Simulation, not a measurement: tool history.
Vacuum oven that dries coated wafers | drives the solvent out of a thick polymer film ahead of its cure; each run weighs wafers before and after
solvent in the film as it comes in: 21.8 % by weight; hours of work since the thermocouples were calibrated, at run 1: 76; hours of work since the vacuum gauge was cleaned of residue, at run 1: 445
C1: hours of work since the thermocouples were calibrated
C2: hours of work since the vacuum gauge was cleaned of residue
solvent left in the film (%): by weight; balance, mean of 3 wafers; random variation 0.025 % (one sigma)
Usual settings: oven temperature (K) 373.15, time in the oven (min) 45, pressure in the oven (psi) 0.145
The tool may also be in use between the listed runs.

Run 1, hour 0.0: usual settings; C1 76; C2 445. Result: solvent left in the film (%) 1.36.
Run 2, hour 14.5: usual settings but time in the oven (min) 78; C1 83; C2 451. Result: solvent left in the film (%) 0.55.
Run 3, hour 35.2: usual settings but time in the oven (min) 78; C1 92; C2 460. Result: solvent left in the film (%) 0.51.
Run 4, hour 48.7: usual settings but time in the oven (min) 78; C1 97; C2 466. Result: solvent left in the film (%) 0.53.
Run 5, hour 60.5: usual settings but time in the oven (min) 78; C1 103; C2 471. Result: solvent left in the film (%) 0.54.
Run 6, hour 77.2: usual settings but time in the oven (min) 79; C1 110; C2 478. Result: solvent left in the film (%) 0.52.
Run 7, hour 98.4: usual settings but time in the oven (min) 79; C1 119; C2 487. Result: solvent left in the film (%) 0.57.
Run 8, hour 123.5: usual settings but oven temperature (K) 382.15; C1 130; C2 498. Result: solvent left in the film (%) 0.42.
Run 9, hour 149.4: usual settings but oven temperature (K) 372.15; C1 141; C2 510. Result: solvent left in the film (%) 1.54.
Run 10, hour 170.8: usual settings but oven temperature (K) 372.15; C1 150; C2 519. Result: solvent left in the film (%) 1.53.
Run 11, hour 188.9: usual settings but oven temperature (K) 372.15; C1 158; C2 527. Result: solvent left in the film (%) 1.53.
Run 12, hour 214.0: usual settings but oven temperature (K) 372.15, pressure in the oven (psi) 0.216; C1 169; C2 538. Result: solvent left in the film (%) 1.73.
Run 13, hour 227.3: usual settings but oven temperature (K) 372.15; C1 175; C2 543. Result: solvent left in the film (%) 1.52.
Run 14, hour 251.7: usual settings but oven temperature (K) 372.15; C1 185; C2 554. Result: solvent left in the film (%) 1.57.
Run 15, hour 273.7: usual settings but oven temperature (K) 372.15; C1 195; C2 563. Result: solvent left in the film (%) 1.49.
Run 16, hour 300.0: usual settings but oven temperature (K) 372.15; C1 206; C2 575. Result: solvent left in the film (%) 1.51.
Run 17, hour 315.4: usual settings but time in the oven (min) 66; C1 213; C2 582. Result: solvent left in the film (%) 0.65.
Run 18, hour 329.9: usual settings but time in the oven (min) 66; C1 219; C2 588. Result: solvent left in the film (%) 0.67.
Run 19, hour 352.1: usual settings but time in the oven (min) 66; C1 229; C2 597. Result: solvent left in the film (%) 0.63.
Run 20, hour 372.5: usual settings but oven temperature (K) 370.15; C1 238; C2 606. Result: solvent left in the film (%) 1.98.
Run 21, hour 384.6: usual settings but oven temperature (K) 370.15; C1 243; C2 612. Result: solvent left in the film (%) 2.03.
Run 22, hour 400.5: usual settings but time in the oven (min) 77; C1 250; C2 618. Result: solvent left in the film (%) 0.57.
Run 23, hour 422.9: usual settings; C1 260; C2 628. Result: solvent left in the film (%) 1.28.
Run 24, hour 444.3: usual settings; C1 269; C2 637. Result: solvent left in the film (%) 1.26.
Run 25, hour 458.4: usual settings but time in the oven (min) 43; C1 275; C2 644. Result: solvent left in the film (%) 1.44.
Run 26, hour 484.4: usual settings but time in the oven (min) 50; C1 286; C2 655. Result: solvent left in the film (%) 1.03.
Run 27, hour 503.5: usual settings but time in the oven (min) 25, pressure in the oven (psi) 0.571; C1 295; C2 663. Result: solvent left in the film (%) 4.55.
Run 28, hour 515.2: usual settings but time in the oven (min) 25, pressure in the oven (psi) 0.571; C1 300; C2 668. Result: solvent left in the film (%) 4.60.
Run 29, hour 529.9: usual settings but oven temperature (K) 385.15, pressure in the oven (psi) 0.547; C1 306; C2 675. Result: solvent left in the film (%) 0.99.
Run 30, hour 544.1: usual settings but oven temperature (K) 382.15, time in the oven (min) 53; C1 312; C2 681. Result: solvent left in the film (%) 0.38.
Run 31, hour 562.6: usual settings but oven temperature (K) 371.15, pressure in the oven (psi) 0.355; C1 320; C2 689. Result: solvent left in the film (%) 2.31.
Run 32, hour 575.3: usual settings but time in the oven (min) 23, pressure in the oven (psi) 0.260; C1 326; C2 694. Result: solvent left in the film (%) 4.41.
Run 33, hour 599.2: usual settings but oven temperature (K) 385.15, time in the oven (min) 24, pressure in the oven (psi) 0.157; C1 336; C2 705. Result: solvent left in the film (%) 0.80.
Run 34, hour 609.9: usual settings but time in the oven (min) 33, pressure in the oven (psi) 0.084; C1 341; C2 709. Result: solvent left in the film (%) 2.23.
Run 35, hour 632.0: usual settings but oven temperature (K) 360.15, time in the oven (min) 33, pressure in the oven (psi) 0.489; C1 350; C2 719. Result: solvent left in the film (%) 8.58.
Run 36, hour 656.8: usual settings but oven temperature (K) 360.15, time in the oven (min) 33, pressure in the oven (psi) 0.489; C1 361; C2 730. Result: solvent left in the film (%) 8.58.
Run 37, hour 667.8: usual settings but oven temperature (K) 374.15, time in the oven (min) 22, pressure in the oven (psi) 0.489; C1 366; C2 734. Result: solvent left in the film (%) 4.66.
Run 38, hour 682.2: usual settings but oven temperature (K) 378.15, time in the oven (min) 24, pressure in the oven (psi) 0.107; C1 372; C2 741. Result: solvent left in the film (%) 2.11.
Run 39, hour 705.0: usual settings but oven temperature (K) 387.15, time in the oven (min) 22, pressure in the oven (psi) 0.238; C1 382; C2 750. Result: solvent left in the film (%) 0.87.
Run 40, hour 719.2: usual settings but oven temperature (K) 387.15, time in the oven (min) 22, pressure in the oven (psi) 0.238; C1 388; C2 757. Result: solvent left in the film (%) 0.87.
Run 41, hour 743.5: usual settings but oven temperature (K) 366.15; C1 399; C2 767. Result: solvent left in the film (%) 3.21.
Run 42, hour 764.4: usual settings but oven temperature (K) 363.15, time in the oven (min) 69, pressure in the oven (psi) 0.419; C1 408; C2 776. Result: solvent left in the film (%) 3.23.
Run 43, hour 783.4: usual settings but oven temperature (K) 363.15, time in the oven (min) 69, pressure in the oven (psi) 0.419; C1 416; C2 784. Result: solvent left in the film (%) 3.17.
Run 44, hour 804.6: usual settings but oven temperature (K) 382.15, time in the oven (min) 80, pressure in the oven (psi) 0.141; C1 425; C2 794. Result: solvent left in the film (%) 0.40.
Run 45, hour 826.9: usual settings but oven temperature (K) 378.15, time in the oven (min) 23, pressure in the oven (psi) 0.352; C1 435; C2 803. Result: solvent left in the film (%) 2.71.
Run 46, hour 840.7: usual settings but oven temperature (K) 367.15; C1 441; C2 809. Result: solvent left in the film (%) 2.80.

3 ways to go on from here, each from the tool as it stands after run 46. What would each give?
Run A, hour 858.5: usual settings but oven temperature (K) 384.15, time in the oven (min) 24, pressure in the oven (psi) 0.421; C1 449; C2 817. Result: solvent left in the film (%) ?.
Run B, hour 858.5: usual settings but oven temperature (K) 381.15, pressure in the oven (psi) 0.229; C1 449; C2 817. Result: solvent left in the film (%) ?.
Run C, hour 858.5: usual settings but oven temperature (K) 361.15, time in the oven (min) 33, pressure in the oven (psi) 0.482; C1 449; C2 817. Result: solvent left in the film (%) ?.

run  solvent left in the film (%)
  A                          1.40
  B                          0.62
  C                          7.99
Without the tool's hidden state the same runs would have given:
run  solvent left in the film (%)
  A                          1.41
  B                          0.55
  C                          8.12

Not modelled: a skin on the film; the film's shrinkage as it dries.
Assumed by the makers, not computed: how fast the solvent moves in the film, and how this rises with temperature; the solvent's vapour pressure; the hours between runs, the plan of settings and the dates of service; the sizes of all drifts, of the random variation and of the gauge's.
